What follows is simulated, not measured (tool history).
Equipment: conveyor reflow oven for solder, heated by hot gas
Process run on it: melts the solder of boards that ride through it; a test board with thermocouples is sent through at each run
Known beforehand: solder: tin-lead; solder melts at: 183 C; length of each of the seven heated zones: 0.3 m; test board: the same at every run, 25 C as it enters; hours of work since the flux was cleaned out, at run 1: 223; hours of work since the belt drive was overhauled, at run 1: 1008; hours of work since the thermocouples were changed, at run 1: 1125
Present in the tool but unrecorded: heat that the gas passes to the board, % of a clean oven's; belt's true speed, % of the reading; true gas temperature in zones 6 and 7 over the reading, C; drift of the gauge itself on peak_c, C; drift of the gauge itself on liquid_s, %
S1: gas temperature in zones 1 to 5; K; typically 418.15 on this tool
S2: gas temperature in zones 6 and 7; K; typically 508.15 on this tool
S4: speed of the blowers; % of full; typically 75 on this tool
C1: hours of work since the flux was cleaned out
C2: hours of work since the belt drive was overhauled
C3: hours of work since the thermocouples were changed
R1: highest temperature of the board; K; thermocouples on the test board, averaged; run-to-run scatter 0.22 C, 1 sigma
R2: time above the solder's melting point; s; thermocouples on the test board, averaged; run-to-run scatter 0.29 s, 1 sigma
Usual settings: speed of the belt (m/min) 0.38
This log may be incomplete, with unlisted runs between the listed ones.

{"run": 1, "hour": 0.0, "S1": 418.15, "S2": 508.15, "speed of the belt (m/min)": 0.38, "S4": 75, "C1": 223, "C2": 1008, "C3": 1125, "R1": 488.25, "R2": 71.3}
{"hour": 41.4, "done": "thermocouples of zones 6 and 7 changed"}
{"run": 2, "hour": 41.4, "S1": 418.15, "S2": 508.15, "speed of the belt (m/min)": 0.38, "S4": 75, "C1": 251, "C2": 1036, "C3": 0, "R1": 485.95, "R2": 68.8}
{"hour": 74.0, "done": "flux residue cleaned out of gas plates and filters"}
{"run": 3, "hour": 83.0, "S1": 414.15, "S2": 508.15, "speed of the belt (m/min)": 0.38, "S4": 75, "C1": 6, "C2": 1063, "C3": 26, "R1": 487.85, "R2": 69.4}
{"run": 4, "hour": 107.5, "S1": 418.15, "S2": 508.15, "speed of the belt (m/min)": 0.405, "S4": 75, "C1": 24, "C2": 1080, "C3": 44, "R1": 486.15, "R2": 64.4}
{"run": 5, "hour": 149.3, "S1": 418.15, "S2": 508.15, "speed of the belt (m/min)": 0.405, "S4": 75, "C1": 54, "C2": 1110, "C3": 74, "R1": 485.85, "R2": 64}
{"run": 6, "hour": 174.3, "S1": 418.15, "S2": 508.15, "speed of the belt (m/min)": 0.379, "S4": 75, "C1": 72, "C2": 1128, "C3": 92, "R1": 488.25, "R2": 71.9}
{"run": 7, "hour": 234.6, "S1": 418.15, "S2": 508.15, "speed of the belt (m/min)": 0.379, "S4": 75, "C1": 115, "C2": 1171, "C3": 135, "R1": 487.75, "R2": 71.5}
{"run": 8, "hour": 265.9, "S1": 418.15, "S2": 508.15, "speed of the belt (m/min)": 0.38, "S4": 75, "C1": 138, "C2": 1194, "C3": 157, "R1": 487.65, "R2": 70.9}
{"run": 9, "hour": 324.6, "S1": 418.15, "S2": 508.15, "speed of the belt (m/min)": 0.38, "S4": 75, "C1": 180, "C2": 1236, "C3": 199, "R1": 487.25, "R2": 70.5}
{"run": 10, "hour": 363.8, "S1": 418.15, "S2": 508.15, "speed of the belt (m/min)": 0.38, "S4": 75, "C1": 208, "C2": 1264, "C3": 227, "R1": 486.75, "R2": 69.8}
{"hour": 387.9, "done": "belt drive overhauled, speed set with a stopwatch"}
{"run": 11, "hour": 415.5, "S1": 418.15, "S2": 508.15, "speed of the belt (m/min)": 0.38, "S4": 75, "C1": 242, "C2": 20, "C3": 262, "R1": 486.05, "R2": 68.2}
{"run": 12, "hour": 443.7, "S1": 418.15, "S2": 508.15, "speed of the belt (m/min)": 0.38, "S4": 75, "C1": 262, "C2": 40, "C3": 282, "R1": 486.15, "R2": 68.1}
{"hour": 458.9, "done": "flux residue cleaned out of gas plates and filters"}
{"run": 13, "hour": 482.1, "S1": 418.15, "S2": 508.15, "speed of the belt (m/min)": 0.38, "S4": 75, "C1": 17, "C2": 64, "C3": 306, "R1": 488.35, "R2": 70.7}
{"run": 14, "hour": 531.5, "S1": 418.15, "S2": 508.15, "speed of the belt (m/min)": 0.38, "S4": 75, "C1": 52, "C2": 99, "C3": 341, "R1": 488.45, "R2": 70.6}
{"run": 15, "hour": 579.3, "S1": 418.15, "S2": 508.15, "speed of the belt (m/min)": 0.38, "S4": 75, "C1": 86, "C2": 134, "C3": 375, "R1": 488.15, "R2": 70.4}
{"run": 16, "hour": 632.9, "S1": 432.15, "S2": 500.15, "speed of the belt (m/min)": 0.38, "S4": 75, "C1": 125, "C2": 172, "C3": 414, "R1": 484.35, "R2": 75.2}
{"run": 17, "hour": 666.0, "S1": 416.15, "S2": 519.15, "speed of the belt (m/min)": 0.427, "S4": 60, "C1": 148, "C2": 196, "C3": 438, "R1": 483.45, "R2": 55.3}
{"run": 18, "hour": 709.1, "S1": 414.15, "S2": 514.15, "speed of the belt (m/min)": 0.38, "S4": 75, "C1": 179, "C2": 227, "C3": 468, "R1": 491.35, "R2": 71.7}
{"run": 19, "hour": 747.8, "S1": 414.15, "S2": 514.15, "speed of the belt (m/min)": 0.38, "S4": 75, "C1": 207, "C2": 254, "C3": 496, "R1": 490.75, "R2": 71.2}
{"run": 20, "hour": 792.9, "S1": 414.15, "S2": 514.15, "speed of the belt (m/min)": 0.38, "S4": 75, "C1": 239, "C2": 287, "C3": 529, "R1": 491.05, "R2": 71.2}
{"run": 21, "hour": 819.0, "S1": 404.15, "S2": 509.15, "speed of the belt (m/min)": 0.314, "S4": 56, "C1": 258, "C2": 305, "C3": 547, "R1": 484.15, "R2": 72}
{"hour": 840.6, "done": "flux residue cleaned out of gas plates and filters"}
{"run": 22, "hour": 879.7, "S1": 405.15, "S2": 508.15, "speed of the belt (m/min)": 0.315, "S4": 75, "C1": 28, "C2": 345, "C3": 587, "R1": 492.55, "R2": 86.1}
{"run": 23, "hour": 931.9, "S1": 405.15, "S2": 508.15, "speed of the belt (m/min)": 0.315, "S4": 75, "C1": 65, "C2": 383, "C3": 624, "R1": 492.55, "R2": 84.7}
{"run": 24, "hour": 978.5, "S1": 429.15, "S2": 509.15, "speed of the belt (m/min)": 0.426, "S4": 52, "C1": 99, "C2": 416, "C3": 658, "R1": 477.55, "R2": 51.9}
{"run": 25, "hour": 1023.7, "S1": 418.15, "S2": 508.15, "speed of the belt (m/min)": 0.37, "S4": 75, "C1": 131, "C2": 448, "C3": 690, "R1": 488.95, "R2": 73.5}
{"run": 26, "hour": 1052.5, "S1": 418.15, "S2": 508.15, "speed of the belt (m/min)": 0.37, "S4": 75, "C1": 152, "C2": 469, "C3": 711, "R1": 488.85, "R2": 73.5}
{"run": 27, "hour": 1081.4, "S1": 433.15, "S2": 508.15, "speed of the belt (m/min)": 0.37, "S4": 75, "C1": 173, "C2": 490, "C3": 732, "R1": 491.85, "R2": 86}
{"run": 28, "hour": 1112.8, "S1": 418.15, "S2": 508.15, "speed of the belt (m/min)": 0.452, "S4": 79, "C1": 195, "C2": 512, "C3": 754, "R1": 482.35, "R2": 51.7}
{"run": 29, "hour": 1166.4, "S1": 430.15, "S2": 502.15, "speed of the belt (m/min)": 0.38, "S4": 75, "C1": 233, "C2": 551, "C3": 793, "R1": 485.55, "R2": 74.1}
{"run": 30, "hour": 1206.3, "S1": 419.15, "S2": 508.15, "speed of the belt (m/min)": 0.315, "S4": 70, "C1": 262, "C2": 579, "C3": 821, "R1": 492.25, "R2": 90.8}

The same runs without the tool's hidden state, with the same run-to-run variation:
run=1 R1=488.05 R2=70.8
run=2 R1=488.05 R2=70.9
run=3 R1=487.55 R2=68.1
run=4 R1=486.05 R2=63.4
run=5 R1=485.95 R2=63.3
run=6 R1=488.45 R2=71.3
run=7 R1=488.25 R2=71.3
run=8 R1=488.45 R2=71
run=9 R1=488.25 R2=70.9
run=10 R1=488.05 R2=70.6
run=11 R1=487.95 R2=70.8
run=12 R1=488.25 R2=70.9
run=13 R1=488.05 R2=70.3
run=14 R1=488.45 R2=70.5
run=15 R1=488.45 R2=70.8
run=16 R1=484.75 R2=75.8
run=17 R1=484.45 R2=56.5
run=18 R1=492.55 R2=72.9
run=19 R1=492.05 R2=72.6
run=20 R1=492.75 R2=73
run=21 R1=485.35 R2=73.9
run=22 R1=491.95 R2=85.2
run=23 R1=492.15 R2=84.1
run=24 R1=477.55 R2=51.9
run=25 R1=489.25 R2=73.7
run=26 R1=489.25 R2=73.9
run=27 R1=492.05 R2=86
run=28 R1=483.55 R2=53.4
run=29 R1=486.25 R2=75.2
run=30 R1=492.95 R2=91.6
